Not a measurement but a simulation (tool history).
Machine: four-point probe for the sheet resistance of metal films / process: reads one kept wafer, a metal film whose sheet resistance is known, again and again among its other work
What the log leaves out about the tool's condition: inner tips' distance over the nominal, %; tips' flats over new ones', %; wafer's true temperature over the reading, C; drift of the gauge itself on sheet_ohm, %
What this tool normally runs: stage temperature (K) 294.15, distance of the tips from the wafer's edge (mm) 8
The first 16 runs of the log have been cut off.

run	hour	stage temperature (K)	distance of the tips from the wafer's edge (mm)	touches since the probe head was changed	hours of work since the stage's thermometer was calibrated	sheet resistance as the instrument gives it (ohm/square)
17	231.5	305.15	8	18830	2315	10.427505
# hour 233: stage's thermometer calibrated
18	246	305.15	8	19222	6	10.425357
19	263.5	305.15	8	19710	15	10.426911
20	275.4	294.15	8	20043	21	10.483617
21	285	294.15	52	20312	26	10.445016
22	297.4	294.15	52	20658	32	10.448012
23	309.9	301.15	22	21008	38	10.413688
24	318.2	299.15	4	21241	42	10.557998
25	334.1	299.15	4	21686	50	10.559054
26	345.2	307.15	32	21997	56	10.38254
# hour 348.3: stage's thermometer calibrated, once more
27	356.1	291.15	3	22285	4	10.731493
28	372.1	291.15	3	22735	12	10.723961
29	390.7	299.15	8	23254	21	10.476142
30	407.5	294.15	6	23725	30	10.526618
31	426.5	293.15	22	24256	39	10.474774
32	434.9	298.15	12	24489	43	10.460233
33	452.7	298.15	12	24986	52	10.458766
34	468.5	298.15	12	25428	60	10.461029
35	480.2	298.15	40	25756	66	10.4424
36	498.4	305.15	6	26265	75	10.469905
37	511	305.15	6	26616	81	10.47103
38	524.1	295.15	20	26982	88	10.466864
39	533.6	294.15	6	27249	92	10.524278
40	548	297.15	26	27653	100	10.452147

What if the next run were any one of these 3? Each begins from the tool's condition after run 40:
A	558.9	294.15	8	27955	105	?
B	558.9	297.15	17	27955	105	?
C	558.9	294.15	31	27955	105	?

run	sheet resistance as the instrument gives it (ohm/square)
A	10.496568
B	10.454495
C	10.464272
What these runs would have given with no unlogged condition in the tool:
run	sheet resistance as the instrument gives it (ohm/square)
A	10.550364
B	10.508077
C	10.517915
